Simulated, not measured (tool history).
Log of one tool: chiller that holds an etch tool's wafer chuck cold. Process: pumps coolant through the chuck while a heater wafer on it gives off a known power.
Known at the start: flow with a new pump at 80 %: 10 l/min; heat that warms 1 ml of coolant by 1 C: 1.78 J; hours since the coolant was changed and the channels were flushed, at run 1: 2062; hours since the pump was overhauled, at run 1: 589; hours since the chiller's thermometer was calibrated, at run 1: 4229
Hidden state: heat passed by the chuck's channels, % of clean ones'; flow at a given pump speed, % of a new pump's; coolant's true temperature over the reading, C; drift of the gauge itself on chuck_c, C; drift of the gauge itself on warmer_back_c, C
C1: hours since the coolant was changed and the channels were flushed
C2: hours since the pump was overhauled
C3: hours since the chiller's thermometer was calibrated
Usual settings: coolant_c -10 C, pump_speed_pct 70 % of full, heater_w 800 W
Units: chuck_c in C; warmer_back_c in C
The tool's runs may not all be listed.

{"run": 1, "hour": 0.0, "coolant_c": -10, "pump_speed_pct": 70, "heater_w": 800, "C1": 2062, "C2": 589, "C3": 4229, "chuck_c": -3.2, "warmer_back_c": 3.12}
{"run": 2, "hour": 13.1, "coolant_c": -10, "pump_speed_pct": 70, "heater_w": 799, "C1": 2075, "C2": 602, "C3": 4242, "chuck_c": -3.4, "warmer_back_c": 3.13}
{"run": 3, "hour": 44.2, "coolant_c": -10, "pump_speed_pct": 70, "heater_w": 799, "C1": 2106, "C2": 633, "C3": 4273, "chuck_c": -3.1, "warmer_back_c": 3.1}
{"run": 4, "hour": 58.1, "coolant_c": -10, "pump_speed_pct": 70, "heater_w": 799, "C1": 2120, "C2": 647, "C3": 4287, "chuck_c": -3.1, "warmer_back_c": 3.11}
{"run": 5, "hour": 83.9, "coolant_c": -17, "pump_speed_pct": 70, "heater_w": 800, "C1": 2146, "C2": 672, "C3": 4313, "chuck_c": -10.1, "warmer_back_c": 3.1}
{"run": 6, "hour": 109.8, "coolant_c": -12, "pump_speed_pct": 70, "heater_w": 800, "C1": 2172, "C2": 698, "C3": 4339, "chuck_c": -5.2, "warmer_back_c": 3.11}
{"run": 7, "hour": 125.8, "coolant_c": -12, "pump_speed_pct": 70, "heater_w": 800, "C1": 2188, "C2": 714, "C3": 4355, "chuck_c": -5.4, "warmer_back_c": 3.11}
{"run": 8, "hour": 147.9, "coolant_c": -12, "pump_speed_pct": 70, "heater_w": 800, "C1": 2210, "C2": 736, "C3": 4377, "chuck_c": -5.1, "warmer_back_c": 3.08}
{"run": 9, "hour": 174.1, "coolant_c": -10, "pump_speed_pct": 70, "heater_w": 1101, "C1": 2236, "C2": 763, "C3": 4403, "chuck_c": -0.3, "warmer_back_c": 4.29}
{"run": 10, "hour": 190.0, "coolant_c": -10, "pump_speed_pct": 70, "heater_w": 1101, "C1": 2252, "C2": 779, "C3": 4419, "chuck_c": -0.5, "warmer_back_c": 4.29}
{"run": 11, "hour": 204.3, "coolant_c": -10, "pump_speed_pct": 70, "heater_w": 1101, "C1": 2267, "C2": 793, "C3": 4433, "chuck_c": -0.5, "warmer_back_c": 4.3}

The next listed run, before its measurement:
{"run": 12, "hour": 217.3, "coolant_c": -10, "pump_speed_pct": 70, "heater_w": 1101, "C1": 2280, "C2": 806, "C3": 4446, "chuck_c": "?", "warmer_back_c": "?"}

{"run 12": {"chuck_c": -0.3, "warmer_back_c": 4.3}}
Without the tool's hidden state the same run would have given chuck_c -0.4 C, warmer_back_c 4.26 C.

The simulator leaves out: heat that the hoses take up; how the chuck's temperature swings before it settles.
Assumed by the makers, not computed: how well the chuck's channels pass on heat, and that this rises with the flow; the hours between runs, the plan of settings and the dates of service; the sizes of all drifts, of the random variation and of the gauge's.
